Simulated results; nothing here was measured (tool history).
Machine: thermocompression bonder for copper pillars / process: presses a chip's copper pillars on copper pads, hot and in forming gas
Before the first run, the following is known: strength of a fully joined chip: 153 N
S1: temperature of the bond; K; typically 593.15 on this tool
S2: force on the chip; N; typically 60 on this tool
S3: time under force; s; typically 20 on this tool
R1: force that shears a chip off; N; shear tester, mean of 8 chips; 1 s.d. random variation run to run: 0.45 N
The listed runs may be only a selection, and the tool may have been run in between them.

run	hour	S1	S2	S3	R1
1	0	593.15	60	20	73.1
2	49.8	593.15	60	20	72.6
3	94.5	593.15	60	20	73.3
4	170.6	593.15	60	20	72.1
5	229.9	593.15	60	20	73
6	293.3	593.15	60	20	72.9
7	349.8	593.15	60	20	73.3
8	393.4	593.15	60	20	73.2
9	433.1	593.15	60	20	73.3
10	470.6	593.15	40	20	50.3
11	511.9	593.15	40	20	51.4
12	565.7	593.15	40	20	51.2
13	635.5	593.15	60	13	62.2
14	683.3	593.15	60	13	62.5
15	716	593.15	60	13	62.5
16	790	593.15	60	12	60.6
# hour 835.1: forming gas filter changed
17	855.6	593.15	60	12	60.5
18	906.5	587.15	60	20	68
19	966.5	582.15	50	27	61.4
20	1031	565.15	76	17	59.4
21	1089.9	596.15	87	20	99.8
22	1128.9	596.15	87	20	99.2
23	1203.4	586.15	60	20	67.6
24	1239.5	586.15	60	20	67.4
25	1309.4	593.15	81	20	91.6
26	1378.2	578.15	81	15	70.4
27	1424.8	618.15	75	53	131
28	1502.3	575.15	75	53	96.8
29	1551.7	571.15	60	60	82

4 ways to go on from here, each from the tool as it stands after run 29. What would each give?
A	1611.3	571.15	50	29	?
B	1611.3	571.15	60	31	?
C	1611.3	610.15	37	20	?
D	1611.3	588.15	51	37	?

run	R1
A	53.8
B	64.7
C	59
D	74.6
Without the tool's unlogged condition, the same runs would have read:
run	R1
A	53.8
B	64.7
C	59
D	74.6
